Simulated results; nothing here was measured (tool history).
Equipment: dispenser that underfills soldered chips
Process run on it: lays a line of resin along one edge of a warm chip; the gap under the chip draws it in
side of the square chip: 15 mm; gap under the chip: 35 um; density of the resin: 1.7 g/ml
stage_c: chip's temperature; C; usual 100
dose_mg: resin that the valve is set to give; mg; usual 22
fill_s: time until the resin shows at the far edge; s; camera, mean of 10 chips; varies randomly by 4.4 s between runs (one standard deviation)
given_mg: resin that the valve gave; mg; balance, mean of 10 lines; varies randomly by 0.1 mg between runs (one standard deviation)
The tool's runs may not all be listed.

run 1 hour=0 | stage_c=100 dose_mg=22 | fill_s=650 given_mg=21.09
-- hour=2.8 new syringe of resin
run 2 hour=10.4 | stage_c=100 dose_mg=22 | fill_s=594.5 given_mg=20.88
-- hour=15.8 new syringe of resin
run 3 hour=17.2 | stage_c=100 dose_mg=22 | fill_s=495.8 given_mg=20.95
-- hour=28.6 new syringe of resin
run 4 hour=31.7 | stage_c=100 dose_mg=22 | fill_s=529.4 given_mg=20.72
-- hour=41.8 new syringe of resin
-- hour=42.8 dispensing valve cleaned and set on the balance
run 5 hour=43.3 | stage_c=100 dose_mg=22 | fill_s=491.1 given_mg=22.14
run 6 hour=53.3 | stage_c=100 dose_mg=22 | fill_s=636.2 given_mg=21.83
-- hour=55.7 new syringe of resin
run 7 hour=64.4 | stage_c=100 dose_mg=28.5 | fill_s=608.7 given_mg=28.08
-- hour=68.3 new syringe of resin
run 8 hour=77.2 | stage_c=100 dose_mg=22 | fill_s=615.2 given_mg=21.55
-- hour=81.9 new syringe of resin
run 9 hour=91 | stage_c=100 dose_mg=22 | fill_s=621.3 given_mg=21.46
-- hour=94.4 new syringe of resin
run 10 hour=101.1 | stage_c=85 dose_mg=25 | fill_s=949.5 given_mg=24.26
-- hour=107.1 new syringe of resin
run 11 hour=112 | stage_c=85 dose_mg=25 | fill_s=943.8 given_mg=24.21

Run 12, settings as shown, results not yet in. Your forecast:
run 12 hour=119 | stage_c=85 dose_mg=25 | fill_s=? given_mg=?

{"run 12": {"fill_s": 1117.7, "given_mg": 23.79}}
If the tool had no hidden condition, the same run with the same run-to-run variation would have returned fill_s 711.8 s, given_mg 24.86 mg.
